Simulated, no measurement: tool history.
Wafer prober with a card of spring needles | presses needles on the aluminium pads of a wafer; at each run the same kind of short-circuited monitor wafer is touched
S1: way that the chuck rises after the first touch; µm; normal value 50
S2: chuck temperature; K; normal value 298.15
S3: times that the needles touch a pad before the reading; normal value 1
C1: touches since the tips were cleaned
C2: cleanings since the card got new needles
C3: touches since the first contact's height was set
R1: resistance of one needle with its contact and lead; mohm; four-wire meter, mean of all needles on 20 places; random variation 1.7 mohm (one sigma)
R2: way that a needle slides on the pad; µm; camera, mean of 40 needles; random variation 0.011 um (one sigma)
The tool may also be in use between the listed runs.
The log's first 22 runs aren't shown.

run	hour	S1	S2	S3	C1	C2	C3	R1	R2
# hour 336.5: tips cleaned on abrasive film
# hour 345.6: height of the first contact set anew
23	348.3	43	322.15	2	7715	47	1793	180	6.21
# hour 349.8: tips cleaned on abrasive film
# hour 362.0: tips cleaned on abrasive film
24	365.1	33	306.15	2	2048	49	12842	183	4.78
# hour 375.0: tips cleaned on abrasive film
25	384.5	33	306.15	2	6334	50	25749	180	4.76
# hour 388.0: tips cleaned on abrasive film
# hour 400.5: tips cleaned on abrasive film
# hour 402.5: gauge calibrated
26	402.8	33	306.15	2	1501	52	37785	180	4.87
# hour 413.1: tips cleaned on abrasive film
27	421.3	34	315.15	2	5487	53	50110	179	4.99
# hour 425.4: tips cleaned on abrasive film
# hour 437.6: tips cleaned on abrasive film
28	439.5	50	395.15	2	1248	55	62068	190	7.37
# hour 449.4: tips cleaned on abrasive film
# hour 449.7: height of the first contact set anew
29	449.7	50	395.15	2	0	56	0	190	7.37
30	460.2	45	314.15	2	6961	56	6961	174	6.62
# hour 461.5: tips cleaned on abrasive film
# hour 473.5: tips cleaned on abrasive film
31	481.1	39	374.15	1	5085	58	20793	190	5.73
# hour 486.8: tips cleaned on abrasive film
# hour 499.2: tips cleaned on abrasive film
32	501.2	51	353.15	1	1320	60	34077	179	7.49
# hour 511.3: tips cleaned on abrasive film
33	517.6	44	313.15	1	4182	61	44942	176	6.47

Branching from run 33: 3 alternative next runs. What would each branch give?
# hour 524.5: tips cleaned on abrasive film
A	526.7	31	318.15	1	1505	62	50959	?	?
# hour 524.5: tips cleaned on abrasive film
B	526.7	35	327.15	1	1505	62	50959	?	?
# hour 524.5: tips cleaned on abrasive film
C	526.7	33	374.15	1	1505	62	50959	?	?

run	R1	R2
A	185	4.56
B	182	5.14
C	195	4.84
Without the tool's unlogged condition, the same runs would have read:
run	R1	R2
A	185	4.59
B	182	5.18
C	195	4.88

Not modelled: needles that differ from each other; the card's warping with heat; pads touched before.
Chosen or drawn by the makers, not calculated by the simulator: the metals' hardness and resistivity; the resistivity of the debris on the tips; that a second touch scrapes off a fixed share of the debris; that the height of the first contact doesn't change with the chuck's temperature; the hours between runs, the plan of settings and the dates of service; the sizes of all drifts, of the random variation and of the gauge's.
